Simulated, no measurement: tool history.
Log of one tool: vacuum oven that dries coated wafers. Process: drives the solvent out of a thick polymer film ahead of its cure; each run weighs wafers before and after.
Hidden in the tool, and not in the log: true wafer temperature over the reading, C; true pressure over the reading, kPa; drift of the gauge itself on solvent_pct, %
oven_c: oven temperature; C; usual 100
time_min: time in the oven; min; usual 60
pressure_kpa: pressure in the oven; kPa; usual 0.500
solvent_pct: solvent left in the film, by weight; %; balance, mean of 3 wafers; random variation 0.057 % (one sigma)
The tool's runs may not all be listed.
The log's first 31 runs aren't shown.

run     day  oven_c  time_min  pressure_kpa  hours of work since the thermocouples were calibrated  hours of work since the vacuum gauge was cleaned of residue  solvent_pct
 32  16.338      93        65         1.470                                                    296                                                          537         5.16
 33  16.879     108        57         1.495                                                    304                                                          545         2.97
 34  17.379     100        71         0.624                                                    311                                                          553         2.60
 35  18.025     100        60         0.500                                                    321                                                          563         3.12
 36  18.621      93        93         0.697                                                    330                                                          571         3.08
 37  18.988     109        60         0.500                                                    335                                                          577         1.80
 38  19.525     109        60         0.500                                                    343                                                          585         1.79
 39  20.279     109        60         0.500                                                    355                                                          596         1.85
 40  20.675     100        92         0.402                                                    360                                                          602         1.75
 41  21.271     106        42         0.500                                                    369                                                          611         3.16
 42  21.954      97        39         0.942                                                    380                                                          621         5.37
 43  22.329     109        30         0.948                                                    385                                                          627         4.36
 44  22.683     109        63         0.347                                                    390                                                          632         1.46

Forecast each of these 4 alternatives for the next run:
  A  23.096      92        31         0.737                                                    397                                                          638            ?
  B  23.096     109        56         1.057                                                    397                                                          638            ?
  C  23.096      96       106         0.431                                                    397                                                          638            ?
  D  23.096      97        63         0.347                                                    397                                                          638            ?

run  solvent_pct
  A         6.64
  B         2.45
  C         1.96
  D         3.15
Without the tool's hidden state the same runs would have given:
run  solvent_pct
  A         6.50
  B         2.31
  C         1.64
  D         2.93
